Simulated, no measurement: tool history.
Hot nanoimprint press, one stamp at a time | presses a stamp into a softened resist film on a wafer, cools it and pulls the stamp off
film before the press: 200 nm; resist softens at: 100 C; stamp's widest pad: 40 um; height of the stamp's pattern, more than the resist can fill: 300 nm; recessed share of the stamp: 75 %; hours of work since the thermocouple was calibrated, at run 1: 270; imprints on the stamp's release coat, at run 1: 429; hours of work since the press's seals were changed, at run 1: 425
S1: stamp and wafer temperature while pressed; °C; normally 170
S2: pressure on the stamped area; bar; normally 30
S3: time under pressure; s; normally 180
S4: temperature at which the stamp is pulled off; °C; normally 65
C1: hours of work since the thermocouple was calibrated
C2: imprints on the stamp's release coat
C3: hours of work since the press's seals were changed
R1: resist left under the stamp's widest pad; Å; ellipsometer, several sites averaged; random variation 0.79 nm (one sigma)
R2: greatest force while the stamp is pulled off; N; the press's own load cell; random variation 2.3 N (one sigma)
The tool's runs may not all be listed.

run 1 hour=0 | S1=170 S2=30 S3=180 S4=65 | C1=270 C2=429 C3=425 | R1=1166 R2=203
run 2 hour=15.1 | S1=170 S2=30 S3=180 S4=65 | C1=277 C2=457 C3=431 | R1=1161 R2=206
run 3 hour=31.3 | S1=170 S2=30 S3=180 S4=65 | C1=283 C2=486 C3=438 | R1=1170 R2=209
run 4 hour=47.6 | S1=181 S2=30 S3=180 S4=65 | C1=290 C2=516 C3=445 | R1=876 R2=208
run 5 hour=70.8 | S1=181 S2=30 S3=180 S4=65 | C1=300 C2=559 C3=455 | R1=889 R2=208
run 6 hour=84.2 | S1=181 S2=30 S3=180 S4=65 | C1=306 C2=584 C3=461 | R1=889 R2=212
-- hour=96.6 stamp cleaned and given a new release coat
run 7 hour=104 | S1=181 S2=30 S3=180 S4=65 | C1=312 C2=13 C3=467 | R1=899 R2=200
run 8 hour=123.2 | S1=181 S2=30 S3=180 S4=65 | C1=320 C2=49 C3=475 | R1=886 R2=200
run 9 hour=150.5 | S1=181 S2=30 S3=180 S4=65 | C1=332 C2=99 C3=486 | R1=891 R2=199
run 10 hour=162.5 | S1=181 S2=30 S3=180 S4=65 | C1=337 C2=121 C3=492 | R1=896 R2=192
run 11 hour=187.2 | S1=170 S2=30 S3=180 S4=65 | C1=348 C2=166 C3=502 | R1=1182 R2=197
run 12 hour=207.4 | S1=170 S2=30 S3=248 S4=65 | C1=356 C2=204 C3=511 | R1=1058 R2=206
run 13 hour=230.9 | S1=170 S2=30 S3=105 S4=65 | C1=366 C2=247 C3=521 | R1=1372 R2=203
run 14 hour=243.7 | S1=170 S2=21.9 S3=180 S4=65 | C1=372 C2=271 C3=526 | R1=1299 R2=205
run 15 hour=265.6 | S1=170 S2=21.9 S3=180 S4=65 | C1=381 C2=311 C3=536 | R1=1307 R2=208
run 16 hour=282.5 | S1=170 S2=30 S3=188 S4=65 | C1=389 C2=342 C3=543 | R1=1166 R2=205
run 17 hour=303.7 | S1=161 S2=30 S3=188 S4=51 | C1=398 C2=381 C3=552 | R1=1421 R2=271
run 18 hour=327.9 | S1=170 S2=29.3 S3=241 S4=65 | C1=408 C2=426 C3=563 | R1=1081 R2=204
run 19 hour=352.2 | S1=167 S2=39.6 S3=241 S4=65 | C1=418 C2=470 C3=573 | R1=1041 R2=209
run 20 hour=365.1 | S1=161 S2=18.6 S3=180 S4=51 | C1=424 C2=494 C3=578 | R1=1596 R2=275
run 21 hour=386.4 | S1=180 S2=21.6 S3=92 S4=51 | C1=433 C2=534 C3=588 | R1=1275 R2=276
run 22 hour=398.9 | S1=170 S2=44.2 S3=108 S4=61 | C1=438 C2=557 C3=593 | R1=1201 R2=227
-- hour=425.9 stamp cleaned and given a new release coat
run 23 hour=426 | S1=170 S2=44.2 S3=108 S4=61 | C1=448 C2=0 C3=602 | R1=1232 R2=214

What does the tool deliver on the next run?
run 24 hour=447.3 | S1=181 S2=41.9 S3=180 S4=65 | C1=457 C2=40 C3=611 | R1=? R2=?

R1: 780 Å
R2: 200 N
If the tool had no hidden condition, the same run with the same run-to-run variation would have returned R1 731 Å, R2 193 N.
